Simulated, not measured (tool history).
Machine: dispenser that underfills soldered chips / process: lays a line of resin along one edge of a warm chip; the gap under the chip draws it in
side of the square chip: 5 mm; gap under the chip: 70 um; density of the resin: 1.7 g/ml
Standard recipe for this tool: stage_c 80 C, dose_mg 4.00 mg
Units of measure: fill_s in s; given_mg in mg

run    day  stage_c  dose_mg  fill_s  given_mg
  1  0.000       80     4.00    22.8      3.88
     0.233  -- new syringe of resin
  2  0.262       80     4.18    18.4      4.00
  3  0.550       80     3.53    25.7      3.38
     0.738  -- new syringe of resin
  4  0.838       80     3.53    20.8      3.41
  5  1.079       80     3.53    25.4      3.35
     1.233  -- new syringe of resin
  6  1.383       80     3.53    22.5      3.36
  7  1.567       80     4.00    24.5      3.77
     1.742  -- new syringe of resin
  8  1.746       80     3.42    20.1      3.33
  9  1.942       80     3.42    23.2      3.30
     2.058  -- dispensing valve cleaned and set on the balance
 10  2.221       80     3.42    27.8      3.41
     2.275  -- new syringe of resin
 11  2.546       80     3.42    24.0      3.40
     2.767  -- new syringe of resin
 12  2.800       80     3.42    20.5      3.44
 13  2.950       78     4.00    24.6      3.92
 14  3.188       84     4.00    21.8      3.95
     3.258  -- new syringe of resin
 15  3.429       84     4.00    17.4      3.88
 16  3.646       80     4.00    25.1      3.88
     3.767  -- new syringe of resin
 17  3.833       78     4.00    22.1      3.86
 18  4.158       80     3.98    25.4      3.85
     4.275  -- new syringe of resin
 19  4.408       80     3.98    21.0      3.82
 20  4.692       70     3.44    47.3      3.31
     4.762  -- new syringe of resin
 21  4.842       69     4.57    35.7      4.36
 22  5.021       77     4.33    27.0      4.18
     5.258  -- new syringe of resin
 23  5.312       84     4.68    16.3      4.44
 24  5.492       87     4.83    16.7      4.55
     5.754  -- new syringe of resin
 25  5.800       87     4.83    13.2      4.64
 26  5.938       84     3.53    19.1      3.35
     6.246  -- new syringe of resin
 27  6.271       79     4.16    20.7      3.95
     6.438  -- dispensing valve cleaned and set on the balance
 28  6.525       79     4.16    24.5      4.24
     6.775  -- new syringe of resin
 29  6.867       79     4.16    21.6      4.17
 30  7.133       79     4.16    26.9      4.10
     7.262  -- new syringe of resin
 31  7.429       79     4.16    23.5      4.14
 32  7.704       79     4.16    28.5      4.05
     7.775  -- new syringe of resin
 33  8.012       79     4.16    24.0      4.17
     8.271  -- new syringe of resin
 34  8.312       90     4.11    12.2      4.01
 35  8.467       90     4.11    12.6      4.01
 36  8.650       66     3.52    61.2      3.49
     8.771  -- new syringe of resin
 37  8.917       70     4.44    35.8      4.35

Below are 3 alternative next runs, each starting from the tool's condition after run 37. Predict each:
  A  9.075       72     3.79       ?         ?
  B  9.075       70     5.08       ?         ?
  C  9.075       94     4.29       ?         ?

run  fill_s  given_mg
  A    38.0      3.70
  B    39.9      4.92
  C    12.5      4.05
Without the tool's unlogged condition, the same runs would have read:
run  fill_s  given_mg
  A    26.8      3.83
  B    28.6      5.10
  C     9.1      4.20

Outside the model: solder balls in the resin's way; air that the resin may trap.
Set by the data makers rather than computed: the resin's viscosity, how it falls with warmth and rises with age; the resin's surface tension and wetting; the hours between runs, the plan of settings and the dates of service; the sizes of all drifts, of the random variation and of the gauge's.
